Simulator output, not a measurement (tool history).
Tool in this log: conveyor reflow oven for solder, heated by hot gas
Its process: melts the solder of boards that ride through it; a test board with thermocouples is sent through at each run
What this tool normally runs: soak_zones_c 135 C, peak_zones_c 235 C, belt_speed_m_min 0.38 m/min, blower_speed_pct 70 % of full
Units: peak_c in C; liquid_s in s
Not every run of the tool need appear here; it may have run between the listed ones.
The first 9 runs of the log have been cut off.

run,hour,soak_zones_c,peak_zones_c,belt_speed_m_min,blower_speed_pct,hours of work since the flux was cleaned out,hours of work since the belt drive was overhauled,hours of work since the thermocouples were changed,peak_c,liquid_s
# hour 404.2: thermocouples of zones 6 and 7 changed
10,404.2,135,235,0.38,70,153,722,0,219.5,73.4
11,460.8,135,235,0.38,70,176,745,23,219.4,72.4
12,502.8,135,235,0.38,70,194,763,40,218.5,72.4
13,569.3,135,235,0.38,64,221,790,67,216.2,69.6
14,632.6,135,235,0.38,64,247,816,93,217.1,69.7
15,697.6,135,235,0.443,70,273,842,120,212.5,55
16,725.9,135,228,0.38,70,285,854,131,211.7,64.6
17,779.8,135,228,0.38,70,307,876,153,210.3,64
18,834.8,135,228,0.38,70,329,898,176,211.3,63.8
19,872.6,128,223,0.4,70,345,914,191,202.8,47.9
20,921.3,128,223,0.4,70,365,933,211,203.9,47.6
21,983.9,141,223,0.426,70,390,959,237,203.6,49.1
# hour 1024.5: flux residue cleaned out of gas plates and filters
22,1024.5,141,246,0.424,58,0,974,251,222.7,69.7
23,1055.1,139,226,0.362,70,13,986,264,213.8,73.5

Estimate the outcome of run 24 from the log above:
24,1094.9,139,226,0.362,70,29,1002,280,?,?

Run 24 gave peak_c 213.1 C, liquid_s 73.6 s.
Had the tool carried no hidden state, the very same run would have given peak_c 214.3 C, liquid_s 73.9 s.

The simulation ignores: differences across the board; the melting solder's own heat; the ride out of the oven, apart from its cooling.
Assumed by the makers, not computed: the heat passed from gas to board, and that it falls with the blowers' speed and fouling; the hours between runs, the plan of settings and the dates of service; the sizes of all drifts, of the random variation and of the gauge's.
